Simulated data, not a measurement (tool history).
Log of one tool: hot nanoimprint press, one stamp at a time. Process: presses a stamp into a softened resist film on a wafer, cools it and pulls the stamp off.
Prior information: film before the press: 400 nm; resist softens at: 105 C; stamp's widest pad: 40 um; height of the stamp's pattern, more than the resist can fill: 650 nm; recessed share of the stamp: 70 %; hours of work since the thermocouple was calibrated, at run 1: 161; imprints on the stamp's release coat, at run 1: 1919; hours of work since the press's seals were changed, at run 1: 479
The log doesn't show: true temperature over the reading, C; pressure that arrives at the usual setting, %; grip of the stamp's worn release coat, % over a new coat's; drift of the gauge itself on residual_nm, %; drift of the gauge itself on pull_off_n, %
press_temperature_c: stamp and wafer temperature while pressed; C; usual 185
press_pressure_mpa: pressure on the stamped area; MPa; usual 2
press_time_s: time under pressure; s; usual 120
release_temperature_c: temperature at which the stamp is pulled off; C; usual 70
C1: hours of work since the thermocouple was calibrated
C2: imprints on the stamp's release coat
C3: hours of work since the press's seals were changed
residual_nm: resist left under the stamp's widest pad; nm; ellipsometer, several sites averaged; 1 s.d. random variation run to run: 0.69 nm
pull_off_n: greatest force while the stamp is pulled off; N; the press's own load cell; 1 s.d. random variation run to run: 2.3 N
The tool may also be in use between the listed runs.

run 1 hour=0 | press_temperature_c=185 press_pressure_mpa=2 press_time_s=120 release_temperature_c=70 | C1=161 C2=1919 C3=479 | residual_nm=208 pull_off_n=254
run 2 hour=7.7 | press_temperature_c=185 press_pressure_mpa=2 press_time_s=120 release_temperature_c=70 | C1=166 C2=1936 C3=484 | residual_nm=209 pull_off_n=254
run 3 hour=18.5 | press_temperature_c=185 press_pressure_mpa=2 press_time_s=120 release_temperature_c=70 | C1=174 C2=1959 C3=492 | residual_nm=207 pull_off_n=259
run 4 hour=28.3 | press_temperature_c=185 press_pressure_mpa=2.88 press_time_s=120 release_temperature_c=70 | C1=181 C2=1979 C3=499 | residual_nm=175 pull_off_n=253
run 5 hour=37.2 | press_temperature_c=185 press_pressure_mpa=2.88 press_time_s=120 release_temperature_c=70 | C1=187 C2=1998 C3=505 | residual_nm=176.9 pull_off_n=261
-- hour=51.1 stamp cleaned and given a new release coat
run 6 hour=51.1 | press_temperature_c=185 press_pressure_mpa=2.88 press_time_s=120 release_temperature_c=70 | C1=192 C2=0 C3=511 | residual_nm=176.2 pull_off_n=212
run 7 hour=67.3 | press_temperature_c=185 press_pressure_mpa=1.76 press_time_s=120 release_temperature_c=70 | C1=204 C2=35 C3=522 | residual_nm=219.1 pull_off_n=211
run 8 hour=78.1 | press_temperature_c=185 press_pressure_mpa=1.76 press_time_s=120 release_temperature_c=70 | C1=211 C2=58 C3=529 | residual_nm=218.6 pull_off_n=212
run 9 hour=90.5 | press_temperature_c=185 press_pressure_mpa=1.76 press_time_s=120 release_temperature_c=70 | C1=220 C2=84 C3=538 | residual_nm=219.3 pull_off_n=212
run 10 hour=102.3 | press_temperature_c=185 press_pressure_mpa=1.76 press_time_s=120 release_temperature_c=70 | C1=228 C2=109 C3=546 | residual_nm=218.2 pull_off_n=210
-- hour=106.1 plate thermocouple calibrated
run 11 hour=120.1 | press_temperature_c=185 press_pressure_mpa=1.76 press_time_s=71 release_temperature_c=70 | C1=10 C2=141 C3=557 | residual_nm=255.7 pull_off_n=211
run 12 hour=136.6 | press_temperature_c=183 press_pressure_mpa=2 press_time_s=120 release_temperature_c=70 | C1=21 C2=176 C3=568 | residual_nm=216.8 pull_off_n=214
run 13 hour=145.4 | press_temperature_c=183 press_pressure_mpa=2 press_time_s=120 release_temperature_c=70 | C1=28 C2=195 C3=575 | residual_nm=215.4 pull_off_n=213
run 14 hour=162.7 | press_temperature_c=183 press_pressure_mpa=2 press_time_s=90 release_temperature_c=70 | C1=40 C2=232 C3=587 | residual_nm=237.2 pull_off_n=212
run 15 hour=175.1 | press_temperature_c=183 press_pressure_mpa=2 press_time_s=90 release_temperature_c=70 | C1=48 C2=258 C3=595 | residual_nm=234.8 pull_off_n=212
-- hour=181.5 plate thermocouple calibrated, once more
run 16 hour=189.1 | press_temperature_c=185 press_pressure_mpa=1.77 press_time_s=169 release_temperature_c=55 | C1=5 C2=281 C3=603 | residual_nm=199 pull_off_n=256
run 17 hour=205.2 | press_temperature_c=185 press_pressure_mpa=2 press_time_s=208 release_temperature_c=68 | C1=17 C2=316 C3=614 | residual_nm=174.7 pull_off_n=222
run 18 hour=213.4 | press_temperature_c=185 press_pressure_mpa=2.66 press_time_s=112 release_temperature_c=65 | C1=22 C2=333 C3=620 | residual_nm=193 pull_off_n=230

What does the tool deliver on the next run?
run 19 hour=224 | press_temperature_c=185 press_pressure_mpa=2.66 press_time_s=112 release_temperature_c=65 | C1=30 C2=356 C3=627 | residual_nm=? pull_off_n=?

residual_nm: 191.7 nm
pull_off_n: 230 N
Were there no unlogged condition in the tool, this run, its random variation unchanged, would have produced residual_nm 190.9 nm, pull_off_n 221 N.

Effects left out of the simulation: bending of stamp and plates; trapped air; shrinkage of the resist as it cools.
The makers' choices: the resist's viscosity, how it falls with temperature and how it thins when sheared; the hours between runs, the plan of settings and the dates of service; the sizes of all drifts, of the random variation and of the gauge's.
